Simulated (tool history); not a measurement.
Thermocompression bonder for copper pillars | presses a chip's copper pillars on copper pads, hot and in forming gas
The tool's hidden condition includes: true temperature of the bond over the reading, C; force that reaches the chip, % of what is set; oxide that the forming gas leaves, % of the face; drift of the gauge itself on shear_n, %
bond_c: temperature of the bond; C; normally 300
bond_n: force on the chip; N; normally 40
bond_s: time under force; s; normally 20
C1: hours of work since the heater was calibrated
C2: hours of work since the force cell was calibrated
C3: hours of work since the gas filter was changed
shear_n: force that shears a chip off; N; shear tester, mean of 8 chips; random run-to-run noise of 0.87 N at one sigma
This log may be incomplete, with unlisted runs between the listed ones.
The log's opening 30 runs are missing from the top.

Run 31, hour 263.9: usual settings but bond_c 313 C, bond_n 25 N, bond_s 35 s; C1 874; C2 306; C3 11. Result: shear_n 62.2 N.
Run 32, hour 270.8: usual settings but bond_c 306 C, bond_n 36 N; C1 878; C2 310; C3 14. Result: shear_n 69.2 N.
Run 33, hour 278.7: usual settings but bond_s 45 s; C1 882; C2 314; C3 19. Result: shear_n 84.3 N.
Run 34, hour 289.7: usual settings but bond_c 301 C, bond_s 46 s; C1 888; C2 320; C3 24. Result: shear_n 85.6 N.
Run 35, hour 297.4: usual settings but bond_c 323 C, bond_n 25 N, bond_s 26 s; C1 892; C2 324; C3 29. Result: shear_n 61.9 N.
Run 36, hour 305.9: usual settings but bond_s 28 s; C1 896; C2 329; C3 33. Result: shear_n 76.6 N.
Run 37, hour 313.0: usual settings but bond_c 308 C, bond_s 13 s; C1 900; C2 332; C3 37. Result: shear_n 66.9 N.
Run 38, hour 320.6: usual settings but bond_c 290 C; C1 904; C2 337; C3 41. Result: shear_n 66.1 N.

Below are 5 alternative next runs, each starting from the tool's condition after run 38. Predict each:
Run A, hour 326.2: usual settings but bond_c 277 C, bond_n 47 N; C1 907; C2 340; C3 44. Result: shear_n ?.
Run B, hour 326.2: usual settings but bond_n 35 N; C1 907; C2 340; C3 44. Result: shear_n ?.
Run C, hour 326.2: usual settings but bond_c 290 C, bond_n 27 N; C1 907; C2 340; C3 44. Result: shear_n ?.
Run D, hour 326.2: usual settings but bond_c 281 C; C1 907; C2 340; C3 44. Result: shear_n ?.
Run E, hour 326.2: usual settings but bond_n 26 N; C1 907; C2 340; C3 44. Result: shear_n ?.

run  shear_n
  A     68.4
  B     63.5
  C     45.2
  D     60.5
  E     47.2
Without the tool's hidden state the same runs would have given:
run  shear_n
  A     68.8
  B     63.8
  C     45.5
  D     60.9
  E     47.5

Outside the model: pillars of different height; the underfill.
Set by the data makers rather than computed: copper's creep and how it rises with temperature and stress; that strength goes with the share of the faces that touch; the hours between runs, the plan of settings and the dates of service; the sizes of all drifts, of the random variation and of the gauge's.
